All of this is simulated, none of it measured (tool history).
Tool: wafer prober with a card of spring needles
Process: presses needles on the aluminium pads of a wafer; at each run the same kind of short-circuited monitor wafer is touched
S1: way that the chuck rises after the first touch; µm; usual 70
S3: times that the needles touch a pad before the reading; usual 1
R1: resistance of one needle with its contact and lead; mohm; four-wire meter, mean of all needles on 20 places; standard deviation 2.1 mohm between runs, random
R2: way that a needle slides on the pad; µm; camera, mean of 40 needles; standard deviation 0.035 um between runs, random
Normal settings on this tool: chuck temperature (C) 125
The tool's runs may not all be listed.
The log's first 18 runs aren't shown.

-- hour=121.6 tips cleaned on abrasive film
run 19 hour=125.9 | S1=72 chuck_temperature_(C)=76 S3=1 | R1=239 R2=13.51
run 20 hour=131.0 | S1=80 chuck_temperature_(C)=35 S3=1 | R1=233 R2=15.12
-- hour=133.3 tips cleaned on abrasive film
run 21 hour=137.2 | S1=84 chuck_temperature_(C)=125 S3=1 | R1=242 R2=15.73
run 22 hour=142.2 | S1=51 chuck_temperature_(C)=125 S3=1 | R1=280 R2=9.49
-- hour=145.3 tips cleaned on abrasive film
run 23 hour=150.5 | S1=51 chuck_temperature_(C)=125 S3=1 | R1=271 R2=9.50
run 24 hour=156.0 | S1=78 chuck_temperature_(C)=65 S3=1 | R1=244 R2=14.70
-- hour=156.8 tips cleaned on abrasive film
run 25 hour=161.1 | S1=53 chuck_temperature_(C)=44 S3=2 | R1=232 R2=9.85
-- hour=168.3 tips cleaned on abrasive film
run 26 hour=171.0 | S1=53 chuck_temperature_(C)=44 S3=2 | R1=227 R2=9.96
run 27 hour=178.1 | S1=53 chuck_temperature_(C)=44 S3=2 | R1=244 R2=9.89
-- hour=179.9 tips cleaned on abrasive film
run 28 hour=182.6 | S1=51 chuck_temperature_(C)=53 S3=3 | R1=226 R2=9.48
run 29 hour=186.9 | S1=75 chuck_temperature_(C)=53 S3=1 | R1=239 R2=14.05
-- hour=191.8 tips cleaned on abrasive film
run 30 hour=193.0 | S1=83 chuck_temperature_(C)=53 S3=1 | R1=219 R2=15.54
run 31 hour=198.4 | S1=68 chuck_temperature_(C)=40 S3=2 | R1=228 R2=12.74
-- hour=203.6 tips cleaned on abrasive film
run 32 hour=206.9 | S1=68 chuck_temperature_(C)=40 S3=2 | R1=223 R2=12.68
-- hour=215.6 tips cleaned on abrasive film
run 33 hour=216.2 | S1=58 chuck_temperature_(C)=125 S3=2 | R1=235 R2=10.79

Here are 5 independent what-if runs from the current tool condition. What would each one return?
run A hour=221.8 | S1=58 chuck_temperature_(C)=125 S3=2 | R1=? R2=?
run B hour=221.8 | S1=64 chuck_temperature_(C)=96 S3=1 | R1=? R2=?
run C hour=221.8 | S1=60 chuck_temperature_(C)=92 S3=1 | R1=? R2=?
run D hour=221.8 | S1=78 chuck_temperature_(C)=125 S3=2 | R1=? R2=?
run E hour=221.8 | S1=70 chuck_temperature_(C)=125 S3=3 | R1=? R2=?

run=A R1=248 R2=10.78
run=B R1=255 R2=11.94
run=C R1=253 R2=11.11
run=D R1=245 R2=14.63
run=E R1=239 R2=13.09
With the hidden condition removed and each run's random variation left untouched, the same runs would have given:
run=A R1=228 R2=11.03
run=B R1=226 R2=12.20
run=C R1=221 R2=11.37
run=D R1=232 R2=14.89
run=E R1=231 R2=13.35
